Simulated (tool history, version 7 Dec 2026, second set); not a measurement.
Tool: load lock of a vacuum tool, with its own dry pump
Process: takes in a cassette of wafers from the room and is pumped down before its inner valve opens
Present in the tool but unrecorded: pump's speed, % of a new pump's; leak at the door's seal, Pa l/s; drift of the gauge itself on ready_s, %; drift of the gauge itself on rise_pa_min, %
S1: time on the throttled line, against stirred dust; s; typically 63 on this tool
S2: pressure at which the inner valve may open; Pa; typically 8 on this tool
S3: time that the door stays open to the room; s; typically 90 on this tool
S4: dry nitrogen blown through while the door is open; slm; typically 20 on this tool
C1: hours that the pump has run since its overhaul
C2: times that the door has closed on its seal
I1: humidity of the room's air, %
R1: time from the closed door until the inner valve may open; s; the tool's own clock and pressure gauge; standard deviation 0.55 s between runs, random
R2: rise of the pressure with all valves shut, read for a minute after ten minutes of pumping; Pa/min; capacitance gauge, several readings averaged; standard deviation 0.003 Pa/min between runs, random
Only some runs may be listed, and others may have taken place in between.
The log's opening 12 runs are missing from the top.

{"run": 13, "hour": 792.5, "S1": 114, "S2": 8, "S3": 95, "S4": 20, "C1": 3925, "C2": 18755, "I1": 44.6, "R1": 151.3, "R2": 0.05}
{"run": 14, "hour": 859.3, "S1": 63, "S2": 15, "S3": 90, "S4": 20, "C1": 3992, "C2": 18880, "I1": 43.7, "R1": 106.4, "R2": 0.049}
{"run": 15, "hour": 922.1, "S1": 63, "S2": 8, "S3": 90, "S4": 20, "C1": 4054, "C2": 18998, "I1": 45.2, "R1": 110.6, "R2": 0.048}
{"run": 16, "hour": 998.7, "S1": 37, "S2": 8, "S3": 90, "S4": 20, "C1": 4131, "C2": 19141, "I1": 43.3, "R1": 91.5, "R2": 0.048}
{"run": 17, "hour": 1083.7, "S1": 37, "S2": 8, "S3": 90, "S4": 20, "C1": 4216, "C2": 19300, "I1": 41.5, "R1": 91.7, "R2": 0.051}
{"run": 18, "hour": 1121.4, "S1": 63, "S2": 8, "S3": 137, "S4": 20, "C1": 4254, "C2": 19371, "I1": 47.3, "R1": 111.7, "R2": 0.052}
{"run": 19, "hour": 1164.2, "S1": 63, "S2": 8, "S3": 137, "S4": 20, "C1": 4297, "C2": 19451, "I1": 45.6, "R1": 111.3, "R2": 0.045}
{"run": 20, "hour": 1220.1, "S1": 63, "S2": 8, "S3": 131, "S4": 27, "C1": 4352, "C2": 19556, "I1": 43.7, "R1": 111.2, "R2": 0.048}
{"run": 21, "hour": 1290.8, "S1": 63, "S2": 14, "S3": 90, "S4": 20, "C1": 4423, "C2": 19688, "I1": 49.1, "R1": 107.3, "R2": 0.047}

Forecast run 22:
{"run": 22, "hour": 1356.4, "S1": 44, "S2": 13, "S3": 90, "S4": 20, "C1": 4489, "C2": 19811, "I1": 46.2, "R1": "?", "R2": "?"}

R1: 93.2 s
R2: 0.052 Pa/min
With the hidden condition absent and the run-to-run variation left alone, this run would have shown R1 92.3 s, R2 0.016 Pa/min.
